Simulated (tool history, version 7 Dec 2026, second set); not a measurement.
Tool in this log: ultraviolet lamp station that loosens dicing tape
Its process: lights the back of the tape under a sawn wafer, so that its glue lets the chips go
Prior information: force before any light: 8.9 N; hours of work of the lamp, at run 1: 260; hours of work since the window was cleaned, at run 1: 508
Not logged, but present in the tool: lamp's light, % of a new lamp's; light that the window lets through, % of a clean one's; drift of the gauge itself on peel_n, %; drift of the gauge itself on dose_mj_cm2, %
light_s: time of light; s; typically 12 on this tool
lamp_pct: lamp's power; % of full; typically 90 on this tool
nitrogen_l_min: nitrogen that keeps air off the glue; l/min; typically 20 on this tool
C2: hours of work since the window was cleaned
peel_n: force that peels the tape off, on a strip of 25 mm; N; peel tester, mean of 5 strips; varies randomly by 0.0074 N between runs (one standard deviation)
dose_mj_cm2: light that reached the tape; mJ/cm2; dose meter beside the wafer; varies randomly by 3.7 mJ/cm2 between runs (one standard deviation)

{"run": 1, "hour": 0.0, "light_s": 12, "lamp_pct": 90, "nitrogen_l_min": 20, "hours of work of the lamp": 260, "C2": 508, "peel_n": 0.272, "dose_mj_cm2": 610}
{"run": 2, "hour": 5.7, "light_s": 12, "lamp_pct": 90, "nitrogen_l_min": 20, "hours of work of the lamp": 264, "C2": 512, "peel_n": 0.278, "dose_mj_cm2": 612}
{"run": 3, "hour": 11.9, "light_s": 12, "lamp_pct": 90, "nitrogen_l_min": 10, "hours of work of the lamp": 269, "C2": 517, "peel_n": 0.332, "dose_mj_cm2": 617}
{"run": 4, "hour": 20.8, "light_s": 12, "lamp_pct": 90, "nitrogen_l_min": 20, "hours of work of the lamp": 275, "C2": 523, "peel_n": 0.262, "dose_mj_cm2": 617}
{"run": 5, "hour": 32.7, "light_s": 12, "lamp_pct": 90, "nitrogen_l_min": 24, "hours of work of the lamp": 284, "C2": 532, "peel_n": 0.263, "dose_mj_cm2": 607}
{"run": 6, "hour": 43.4, "light_s": 12, "lamp_pct": 90, "nitrogen_l_min": 20, "hours of work of the lamp": 291, "C2": 539, "peel_n": 0.284, "dose_mj_cm2": 616}
{"run": 7, "hour": 51.3, "light_s": 12, "lamp_pct": 90, "nitrogen_l_min": 20, "hours of work of the lamp": 297, "C2": 545, "peel_n": 0.272, "dose_mj_cm2": 604}
{"hour": 58.4, "done": "window cleaned of glue's vapour"}
{"run": 8, "hour": 64.3, "light_s": 12, "lamp_pct": 90, "nitrogen_l_min": 20, "hours of work of the lamp": 306, "C2": 4, "peel_n": 0.281, "dose_mj_cm2": 611}
{"run": 9, "hour": 77.9, "light_s": 14, "lamp_pct": 86, "nitrogen_l_min": 10, "hours of work of the lamp": 316, "C2": 14, "peel_n": 0.311, "dose_mj_cm2": 673}

Run 10 has not been measured yet. What should we expect?
{"run": 10, "hour": 86.9, "light_s": 14, "lamp_pct": 86, "nitrogen_l_min": 10, "hours of work of the lamp": 322, "C2": 21, "peel_n": "?", "dose_mj_cm2": "?"}

peel_n: 0.302 N
dose_mj_cm2: 674 mJ/cm2
Take away the tool's hidden state, keep the run-to-run variation as it was, and the same run would have given peel_n 0.302 N, dose_mj_cm2 680 mJ/cm2.

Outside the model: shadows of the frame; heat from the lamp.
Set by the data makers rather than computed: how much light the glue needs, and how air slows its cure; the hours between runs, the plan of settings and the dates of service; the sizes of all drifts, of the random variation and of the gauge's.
